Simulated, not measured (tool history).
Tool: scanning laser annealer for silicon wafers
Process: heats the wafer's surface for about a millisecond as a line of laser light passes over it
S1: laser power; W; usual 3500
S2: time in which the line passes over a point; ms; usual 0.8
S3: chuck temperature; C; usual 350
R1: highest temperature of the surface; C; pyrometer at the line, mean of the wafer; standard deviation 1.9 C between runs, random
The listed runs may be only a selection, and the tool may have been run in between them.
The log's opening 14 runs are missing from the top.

run,hour,S1,S2,S3,R1
# hour 1135.7: optics aligned, line set to its width
15,1166.2,3500,0.8,350,1091
16,1264.5,3500,0.8,357,1097
# hour 1290.1: window over the wafer cleaned
17,1318.1,3500,0.8,357,1103
18,1377.4,3500,0.8,357,1097
19,1459.2,3500,0.8,357,1101
20,1524.6,3500,0.8,350,1094
21,1588.2,3500,0.8,350,1091
22,1660.6,3754,0.827,379,1193
23,1733.2,3754,0.732,366,1127
24,1822,3754,0.732,366,1129
25,1919.6,3754,0.732,366,1125
26,1974.7,3613,0.652,350,1031
27,2034.2,3613,0.904,350,1174
28,2093.8,3516,0.619,382,1026
29,2147.3,3406,0.8,350,1075
30,2193.1,3498,0.737,350,1059
31,2289.7,3498,0.568,310,919
32,2341.5,3518,0.988,347,1194
# hour 2423: window over the wafer cleaned
33,2436.7,3518,0.6,353,986
34,2493.9,3393,0.996,350,1168
35,2566.8,3500,0.664,388,1056
36,2656.8,3500,0.664,388,1055
37,2725.7,3090,0.8,319,971
38,2782.1,3165,0.8,339,1008
# hour 2850.1: optics aligned, line set to its width
39,2875.1,3165,0.8,339,1010

Here are 5 independent what-if runs from the current tool condition. What would each one return?
A,2915.9,3037,0.699,331,?
B,2915.9,3500,0.895,350,?
C,2915.9,3165,0.778,339,?
D,2915.9,3439,0.608,350,?
E,2915.9,3053,0.8,339,?

run,R1
A,921
B,1142
C,994
D,973
E,985
With the hidden condition removed and each run's random variation left untouched, the same runs would have given:
run,R1
A,922
B,1142
C,994
D,973
E,985
